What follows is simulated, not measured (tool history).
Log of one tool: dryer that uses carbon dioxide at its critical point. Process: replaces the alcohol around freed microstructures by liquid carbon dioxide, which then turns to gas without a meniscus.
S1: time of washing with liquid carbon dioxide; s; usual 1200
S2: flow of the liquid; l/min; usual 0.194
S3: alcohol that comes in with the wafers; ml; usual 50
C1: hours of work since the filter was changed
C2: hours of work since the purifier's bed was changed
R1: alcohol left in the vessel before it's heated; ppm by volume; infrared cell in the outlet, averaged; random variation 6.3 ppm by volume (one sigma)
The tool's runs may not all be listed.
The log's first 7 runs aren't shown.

run,hour,S1,S2,S3,C1,C2,R1
8,252.8,840,0.143,50,61,987,5486
# hour 278.7: purifier's bed changed
9,291.8,1200,0.194,50,80,7,317
10,330.0,1200,0.194,50,100,27,331
11,350.0,1200,0.194,50,110,37,355
12,397.6,1200,0.194,50,135,62,385
13,445.6,1200,0.194,50,160,88,406
14,476.0,1200,0.194,25,176,103,233
15,501.3,1200,0.194,25,190,117,237
16,530.6,1200,0.194,25,205,132,248
17,563.3,1200,0.262,118,222,149,172
# hour 579.3: inlet filter changed
18,605.3,1380,0.156,47,14,171,435
19,638.4,780,0.148,83,31,188,9192
20,676.2,1680,0.194,31,51,208,55
21,719.3,1620,0.269,76,73,231,50
22,742.7,1260,0.147,76,86,243,1775
23,764.3,1440,0.210,55,97,254,107
24,791.0,1440,0.210,55,111,268,112
25,824.3,1200,0.201,55,128,286,359

The next listed run, before its measurement:
26,845.0,960,0.128,23,139,296,?

R1: 2622 ppm by volume
Without the tool's hidden state the same run would have given R1 2124 ppm by volume.
